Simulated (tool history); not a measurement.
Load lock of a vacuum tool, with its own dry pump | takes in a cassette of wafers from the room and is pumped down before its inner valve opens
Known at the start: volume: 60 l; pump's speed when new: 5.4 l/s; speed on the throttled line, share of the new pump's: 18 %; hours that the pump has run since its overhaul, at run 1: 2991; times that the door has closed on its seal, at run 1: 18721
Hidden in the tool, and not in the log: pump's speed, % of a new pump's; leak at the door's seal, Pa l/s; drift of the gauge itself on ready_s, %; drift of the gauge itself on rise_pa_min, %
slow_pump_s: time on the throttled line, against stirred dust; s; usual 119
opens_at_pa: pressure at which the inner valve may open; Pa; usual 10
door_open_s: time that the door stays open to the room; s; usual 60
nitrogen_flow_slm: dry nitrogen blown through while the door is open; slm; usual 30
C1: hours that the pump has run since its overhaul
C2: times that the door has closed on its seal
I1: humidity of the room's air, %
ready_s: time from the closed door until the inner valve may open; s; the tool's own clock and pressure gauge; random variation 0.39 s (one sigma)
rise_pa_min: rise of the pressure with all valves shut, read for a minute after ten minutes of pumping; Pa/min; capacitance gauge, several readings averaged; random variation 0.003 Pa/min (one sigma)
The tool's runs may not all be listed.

Run 1, hour 0: usual settings; C1 2991; C2 18721; I1 43.8. Result: ready_s 202.6 s, rise_pa_min 0.644 Pa/min.
Run 2, hour 287.8: usual settings; C1 3279; C2 19624; I1 46.6. Result: ready_s 204 s, rise_pa_min 0.696 Pa/min.
Run 3, hour 466.3: usual settings; C1 3457; C2 20184; I1 47.4. Result: ready_s 202.8 s, rise_pa_min 0.732 Pa/min.
Run 4, hour 622.2: usual settings; C1 3613; C2 20673; I1 47.3. Result: ready_s 203.7 s, rise_pa_min 0.761 Pa/min.
At hour 783.7: door's seal changed, seat wiped.
Run 5, hour 930: usual settings but slow_pump_s 85 s; C1 3919; C2 459; I1 46.8. Result: ready_s 175.5 s, rise_pa_min 0.021 Pa/min.
Run 6, hour 1095: usual settings but slow_pump_s 85 s; C1 4084; C2 976; I1 43.7. Result: ready_s 175.4 s, rise_pa_min 0.026 Pa/min.
Run 7, hour 1233.3: usual settings but slow_pump_s 85 s; C1 4222; C2 1410; I1 43.1. Result: ready_s 176.1 s, rise_pa_min 0.034 Pa/min.
Run 8, hour 1545.3: usual settings; C1 4535; C2 2389; I1 46.2. Result: ready_s 203 s, rise_pa_min 0.047 Pa/min.
Run 9, hour 1689.8: usual settings but nitrogen_flow_slm 16 slm; C1 4679; C2 2843; I1 42. Result: ready_s 204.2 s, rise_pa_min 0.059 Pa/min.
Run 10, hour 1830.3: usual settings but nitrogen_flow_slm 16 slm; C1 4819; C2 3283; I1 42.3. Result: ready_s 204.5 s, rise_pa_min 0.067 Pa/min.
Run 11, hour 2087.1: usual settings but door_open_s 140 s, nitrogen_flow_slm 16 slm; C1 5076; C2 4089; I1 39.6. Result: ready_s 204 s, rise_pa_min 0.083 Pa/min.
Run 12, hour 2295.4: usual settings but door_open_s 140 s, nitrogen_flow_slm 16 slm; C1 5285; C2 4743; I1 45.3. Result: ready_s 204.3 s, rise_pa_min 0.104 Pa/min.
Run 13, hour 2497.3: usual settings but door_open_s 140 s, nitrogen_flow_slm 16 slm; C1 5486; C2 5376; I1 46.3. Result: ready_s 204.2 s, rise_pa_min 0.116 Pa/min.
Run 14, hour 2690.5: usual settings but slow_pump_s 92 s, door_open_s 140 s, nitrogen_flow_slm 16 slm; C1 5680; C2 5982; I1 46.3. Result: ready_s 183.2 s, rise_pa_min 0.134 Pa/min.
Run 15, hour 2834.9: usual settings but slow_pump_s 92 s, opens_at_pa 16 Pa, door_open_s 223 s, nitrogen_flow_slm 16 slm; C1 5824; C2 6435; I1 43.1. Result: ready_s 176.3 s, rise_pa_min 0.15 Pa/min.
Run 16, hour 3077.6: usual settings but slow_pump_s 92 s, opens_at_pa 16 Pa, door_open_s 223 s, nitrogen_flow_slm 16 slm; C1 6067; C2 7197; I1 45.6. Result: ready_s 177.6 s, rise_pa_min 0.17 Pa/min.
Run 17, hour 3247.8: usual settings but slow_pump_s 67 s, opens_at_pa 16 Pa, door_open_s 223 s, nitrogen_flow_slm 10 slm; C1 6237; C2 7731; I1 42.1. Result: ready_s 156.9 s, rise_pa_min 0.187 Pa/min.
Run 18, hour 3508.8: usual settings but opens_at_pa 8 Pa; C1 6498; C2 8550; I1 46. Result: ready_s 207.7 s, rise_pa_min 0.184 Pa/min.
Run 19, hour 3732.2: usual settings but slow_pump_s 155 s, opens_at_pa 11 Pa, door_open_s 150 s, nitrogen_flow_slm 18 slm; C1 6721; C2 9251; I1 46.2. Result: ready_s 234.2 s, rise_pa_min 0.205 Pa/min.
Run 20, hour 3942.1: usual settings but slow_pump_s 113 s, opens_at_pa 8 Pa, door_open_s 150 s, nitrogen_flow_slm 10 slm; C1 6931; C2 9909; I1 45.4. Result: ready_s 203 s, rise_pa_min 0.238 Pa/min.
Run 21, hour 4104.5: usual settings but slow_pump_s 113 s, opens_at_pa 8 Pa, door_open_s 150 s, nitrogen_flow_slm 9 slm; C1 7094; C2 10419; I1 42.1. Result: ready_s 203.7 s, rise_pa_min 0.254 Pa/min.
Run 22, hour 4415.7: usual settings but slow_pump_s 113 s, opens_at_pa 8 Pa, door_open_s 74 s, nitrogen_flow_slm 9 slm; C1 7405; C2 11395; I1 39.3. Result: ready_s 203.8 s, rise_pa_min 0.28 Pa/min.
Run 23, hour 4567.2: usual settings but slow_pump_s 113 s, opens_at_pa 8 Pa, door_open_s 69 s, nitrogen_flow_slm 26 slm; C1 7556; C2 11871; I1 42.1. Result: ready_s 204.2 s, rise_pa_min 0.293 Pa/min.
Run 24, hour 4703.5: usual settings but slow_pump_s 113 s, opens_at_pa 8 Pa, door_open_s 119 s, nitrogen_flow_slm 26 slm; C1 7693; C2 12298; I1 45. Result: ready_s 203.3 s, rise_pa_min 0.313 Pa/min.
Run 25, hour 4833.2: usual settings but slow_pump_s 113 s, opens_at_pa 8 Pa, door_open_s 119 s, nitrogen_flow_slm 26 slm; C1 7822; C2 12705; I1 44.5. Result: ready_s 204.3 s, rise_pa_min 0.329 Pa/min.
Run 26, hour 5116.3: usual settings but slow_pump_s 86 s, opens_at_pa 8 Pa, door_open_s 119 s, nitrogen_flow_slm 9 slm; C1 8105; C2 13593; I1 46.3. Result: ready_s 181.9 s, rise_pa_min 0.372 Pa/min.
Run 27, hour 5399.9: usual settings but opens_at_pa 18 Pa, nitrogen_flow_slm 13 slm; C1 8389; C2 14483; I1 48.1. Result: ready_s 199.2 s, rise_pa_min 0.403 Pa/min.

Some steps in ready_s between neighbouring runs. How much of each would the tool show without its hidden state too (settings, what came in, random variation), and how much is left for the hidden state, with any gauge scatter that isn't in both results?
Run 13 -> 14: slow_pump_s 119 -> 92. ready_s -21 s: hidden state +0.7, all else -21.7.
Run 17 -> 18: slow_pump_s 67 -> 119, opens_at_pa 16 -> 8, door_open_s 223 -> 60, nitrogen_flow_slm 10 -> 30. ready_s +50.8 s: hidden state +0.1, all else +50.7.
Run 19 -> 20: slow_pump_s 155 -> 113, opens_at_pa 11 -> 8, nitrogen_flow_slm 18 -> 10. ready_s -31.2 s: hidden state +0.7, all else -31.9.
Run 26 -> 27: slow_pump_s 86 -> 119, opens_at_pa 8 -> 18, door_open_s 119 -> 60, nitrogen_flow_slm 9 -> 13. ready_s +17.3 s: hidden state -0.8, all else +18.1.
